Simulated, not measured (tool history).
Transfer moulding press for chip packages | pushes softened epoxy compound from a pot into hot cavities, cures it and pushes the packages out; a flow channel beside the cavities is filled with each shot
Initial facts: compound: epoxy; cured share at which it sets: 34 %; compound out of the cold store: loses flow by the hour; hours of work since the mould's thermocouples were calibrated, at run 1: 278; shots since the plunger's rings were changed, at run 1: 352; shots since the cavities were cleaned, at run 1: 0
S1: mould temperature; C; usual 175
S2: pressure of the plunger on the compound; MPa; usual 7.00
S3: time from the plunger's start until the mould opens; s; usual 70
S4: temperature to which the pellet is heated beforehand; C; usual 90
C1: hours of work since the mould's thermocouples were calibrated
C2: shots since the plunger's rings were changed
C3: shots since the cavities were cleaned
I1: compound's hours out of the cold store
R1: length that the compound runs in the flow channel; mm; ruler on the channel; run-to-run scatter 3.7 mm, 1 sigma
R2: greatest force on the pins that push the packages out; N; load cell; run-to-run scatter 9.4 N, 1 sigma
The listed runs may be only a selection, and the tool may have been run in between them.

run,day,S1,S2,S3,S4,C1,C2,C3,I1,R1,R2
1,0.000,175,7.00,70,90,278,352,0,43.2,646,435
2,0.596,175,7.00,70,90,287,548,196,19.5,731,455
3,0.908,175,7.11,70,90,292,651,299,26.0,709,415
4,1.542,175,7.00,70,90,302,862,510,27.8,695,446
5,2.050,175,7.00,70,90,309,1030,678,43.1,648,417
6,2.442,175,7.00,70,90,315,1158,806,42.9,643,417
# day 3.042: cavities cleaned with cleaning compound and waxed
7,3.271,175,7.00,70,86,327,1412,76,43.4,656,420
8,3.842,175,7.00,70,86,336,1600,264,41.4,653,418
9,4.288,170,7.00,70,86,343,1748,412,23.2,720,609
10,4.875,172,5.90,68,91,352,1943,607,45.2,594,511
11,5.508,174,6.49,80,98,361,2152,816,13.8,721,399
# day 6.096: cavities cleaned with cleaning compound and waxed
12,6.158,174,7.12,61,97,370,2346,20,32.9,687,596
13,6.729,174,7.69,84,97,379,2535,209,45.5,680,367

Consider 3 possible next runs. They are alternatives, not a sequence: every one starts from the tool as it was left by run 13. What does each give?
A,7.146,178,7.00,70,84,385,2672,346,29.7,?,?
B,7.146,176,8.80,84,85,385,2672,346,46.8,?,?
C,7.146,169,7.69,89,97,385,2672,346,10.5,?,?

run,R1,R2
A,684,394
B,708,367
C,805,418
Without the tool's unlogged condition, the same runs would have read:
run,R1,R2
A,684,392
B,708,365
C,805,416
